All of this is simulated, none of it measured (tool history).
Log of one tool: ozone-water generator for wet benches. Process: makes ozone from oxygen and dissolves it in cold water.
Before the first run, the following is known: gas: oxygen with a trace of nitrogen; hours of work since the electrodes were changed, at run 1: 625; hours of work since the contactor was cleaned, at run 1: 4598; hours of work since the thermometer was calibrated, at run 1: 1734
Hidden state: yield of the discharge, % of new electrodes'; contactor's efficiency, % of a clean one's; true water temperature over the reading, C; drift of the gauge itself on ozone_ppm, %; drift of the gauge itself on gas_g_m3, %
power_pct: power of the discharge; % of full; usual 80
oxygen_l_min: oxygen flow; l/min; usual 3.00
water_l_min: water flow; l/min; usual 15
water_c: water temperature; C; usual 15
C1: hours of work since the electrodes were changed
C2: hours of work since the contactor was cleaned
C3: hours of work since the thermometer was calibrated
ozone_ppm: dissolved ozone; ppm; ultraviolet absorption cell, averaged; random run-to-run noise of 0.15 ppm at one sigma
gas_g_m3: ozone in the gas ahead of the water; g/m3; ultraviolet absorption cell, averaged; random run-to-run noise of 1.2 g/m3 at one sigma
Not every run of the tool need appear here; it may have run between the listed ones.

{"run": 1, "day": 0.0, "power_pct": 80, "oxygen_l_min": 3.0, "water_l_min": 15, "water_c": 15, "C1": 625, "C2": 4598, "C3": 1734, "ozone_ppm": 17.9, "gas_g_m3": 206.4}
{"run": 2, "day": 2.712, "power_pct": 58, "oxygen_l_min": 3.0, "water_l_min": 15, "water_c": 15, "C1": 673, "C2": 4645, "C3": 1782, "ozone_ppm": 13.3, "gas_g_m3": 153.4}
{"run": 3, "day": 7.408, "power_pct": 58, "oxygen_l_min": 3.0, "water_l_min": 15, "water_c": 15, "C1": 755, "C2": 4727, "C3": 1864, "ozone_ppm": 13.2, "gas_g_m3": 154.0}
{"run": 4, "day": 12.133, "power_pct": 58, "oxygen_l_min": 3.0, "water_l_min": 15, "water_c": 15, "C1": 837, "C2": 4810, "C3": 1946, "ozone_ppm": 13.1, "gas_g_m3": 152.8}
{"run": 5, "day": 14.412, "power_pct": 80, "oxygen_l_min": 3.0, "water_l_min": 17, "water_c": 15, "C1": 877, "C2": 4850, "C3": 1986, "ozone_ppm": 15.8, "gas_g_m3": 206.2}
{"run": 6, "day": 17.388, "power_pct": 80, "oxygen_l_min": 3.0, "water_l_min": 17, "water_c": 15, "C1": 929, "C2": 4902, "C3": 2038, "ozone_ppm": 16.0, "gas_g_m3": 205.8}
{"run": 7, "day": 21.771, "power_pct": 53, "oxygen_l_min": 4.07, "water_l_min": 10, "water_c": 9, "C1": 1006, "C2": 4978, "C3": 2115, "ozone_ppm": 19.5, "gas_g_m3": 123.7}
{"run": 8, "day": 25.296, "power_pct": 53, "oxygen_l_min": 4.07, "water_l_min": 23, "water_c": 9, "C1": 1067, "C2": 5040, "C3": 2176, "ozone_ppm": 9.5, "gas_g_m3": 124.5}
{"run": 9, "day": 27.446, "power_pct": 53, "oxygen_l_min": 4.07, "water_l_min": 23, "water_c": 9, "C1": 1105, "C2": 5077, "C3": 2214, "ozone_ppm": 9.1, "gas_g_m3": 124.5}
{"run": 10, "day": 30.462, "power_pct": 51, "oxygen_l_min": 2.83, "water_l_min": 18, "water_c": 19, "C1": 1158, "C2": 5130, "C3": 2266, "ozone_ppm": 9.4, "gas_g_m3": 138.6}
{"run": 11, "day": 34.962, "power_pct": 78, "oxygen_l_min": 3.0, "water_l_min": 17, "water_c": 15, "C1": 1236, "C2": 5209, "C3": 2345, "ozone_ppm": 15.5, "gas_g_m3": 199.7}
{"run": 12, "day": 38.812, "power_pct": 58, "oxygen_l_min": 4.8, "water_l_min": 15, "water_c": 12, "C1": 1303, "C2": 5276, "C3": 2412, "ozone_ppm": 14.7, "gas_g_m3": 127.0}

Forecast each of these 3 alternatives for the next run:
{"run": "A", "day": 40.721, "power_pct": 89, "oxygen_l_min": 3.0, "water_l_min": 15, "water_c": 15, "C1": 1337, "C2": 5309, "C3": 2446, "ozone_ppm": "?", "gas_g_m3": "?"}
{"run": "B", "day": 40.721, "power_pct": 89, "oxygen_l_min": 2.5, "water_l_min": 16, "water_c": 12, "C1": 1337, "C2": 5309, "C3": 2446, "ozone_ppm": "?", "gas_g_m3": "?"}
{"run": "C", "day": 40.721, "power_pct": 80, "oxygen_l_min": 4.22, "water_l_min": 15, "water_c": 15, "C1": 1337, "C2": 5309, "C3": 2446, "ozone_ppm": "?", "gas_g_m3": "?"}

run=A ozone_ppm=19.4 gas_g_m3=227.1
run=B ozone_ppm=18.2 gas_g_m3=243.6
run=C ozone_ppm=19.1 gas_g_m3=177.7
What these runs would have given with no unlogged condition in the tool:
run=A ozone_ppm=20.9 gas_g_m3=231.0
run=B ozone_ppm=19.7 gas_g_m3=247.7
run=C ozone_ppm=20.6 gas_g_m3=180.5

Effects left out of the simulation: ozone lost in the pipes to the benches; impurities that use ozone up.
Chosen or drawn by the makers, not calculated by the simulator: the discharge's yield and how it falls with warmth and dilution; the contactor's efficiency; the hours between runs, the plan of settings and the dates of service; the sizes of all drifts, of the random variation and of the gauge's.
